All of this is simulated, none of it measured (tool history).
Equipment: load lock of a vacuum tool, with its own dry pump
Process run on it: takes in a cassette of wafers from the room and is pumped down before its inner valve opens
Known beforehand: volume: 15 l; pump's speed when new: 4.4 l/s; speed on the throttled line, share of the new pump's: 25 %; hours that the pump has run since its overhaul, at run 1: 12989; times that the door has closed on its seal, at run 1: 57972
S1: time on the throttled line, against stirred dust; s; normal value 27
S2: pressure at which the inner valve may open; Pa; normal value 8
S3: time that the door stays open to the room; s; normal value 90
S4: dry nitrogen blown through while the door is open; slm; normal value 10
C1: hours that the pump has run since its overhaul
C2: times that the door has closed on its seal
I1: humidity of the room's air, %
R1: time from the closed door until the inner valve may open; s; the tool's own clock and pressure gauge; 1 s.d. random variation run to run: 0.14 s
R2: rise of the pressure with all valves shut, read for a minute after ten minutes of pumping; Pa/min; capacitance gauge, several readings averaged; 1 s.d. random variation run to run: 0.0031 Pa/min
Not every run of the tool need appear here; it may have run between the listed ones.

run 1 hour=0 | S1=27 S2=8 S3=90 S4=10 | C1=12989 C2=57972 | I1=44.5 | R1=55.7 R2=0.426
-- hour=135.6 dry pump taken out, an overhauled one fitted
run 2 hour=313.9 | S1=27 S2=8 S3=90 S4=10 | C1=178 C2=59445 | I1=44.2 | R1=52.6 R2=0.428
run 3 hour=503.2 | S1=27 S2=8 S3=115 S4=10 | C1=368 C2=60352 | I1=48 | R1=53.1 R2=0.445
run 4 hour=739.8 | S1=45 S2=8 S3=90 S4=10 | C1=604 C2=61484 | I1=44.4 | R1=66.4 R2=0.455
run 5 hour=1046.7 | S1=27 S2=8 S3=90 S4=10 | C1=911 C2=62953 | I1=48.1 | R1=53.1 R2=0.481
run 6 hour=1226.7 | S1=27 S2=13 S3=90 S4=10 | C1=1091 C2=63814 | I1=47.4 | R1=51.2 R2=0.475
run 7 hour=1459.4 | S1=27 S2=8 S3=90 S4=10 | C1=1324 C2=64928 | I1=44.2 | R1=53 R2=0.496
run 8 hour=1615.7 | S1=27 S2=8 S3=90 S4=10 | C1=1480 C2=65676 | I1=45.8 | R1=53.1 R2=0.49
run 9 hour=1786.9 | S1=27 S2=10 S3=136 S4=14 | C1=1651 C2=66496 | I1=45.4 | R1=52.2 R2=0.516
-- hour=1904.3 door's seal changed, seat wiped
run 10 hour=2012 | S1=22 S2=8 S3=136 S4=10 | C1=1875 C2=515 | I1=45.4 | R1=49.6 R2=0.099
run 11 hour=2174.9 | S1=17 S2=8 S3=185 S4=26 | C1=2038 C2=1295 | I1=44.5 | R1=45.8 R2=0.075
run 12 hour=2373.2 | S1=17 S2=8 S3=185 S4=26 | C1=2236 C2=2245 | I1=41.6 | R1=45.9 R2=0.08
run 13 hour=2549.2 | S1=17 S2=8 S3=185 S4=26 | C1=2412 C2=3087 | I1=47.2 | R1=46.1 R2=0.091

Branching from run 13: 3 alternative next runs. What would each branch give?
run A hour=2730.8 | S1=27 S2=14 S3=147 S4=6 | C1=2594 C2=3956 | I1=46.6 | R1=? R2=?
run B hour=2730.8 | S1=41 S2=13 S3=78 S4=10 | C1=2594 C2=3956 | I1=45.6 | R1=? R2=?
run C hour=2730.8 | S1=27 S2=8 S3=90 S4=7 | C1=2594 C2=3956 | I1=44 | R1=? R2=?

run=A R1=51.1 R2=0.124
run=B R1=61.7 R2=0.091
run=C R1=53.3 R2=0.096
The same runs, with their run-to-run variation unchanged, on a tool lacking any hidden condition would have given:
run=A R1=50.7 R2=0.116
run=B R1=61.4 R2=0.084
run=C R1=52.9 R2=0.088
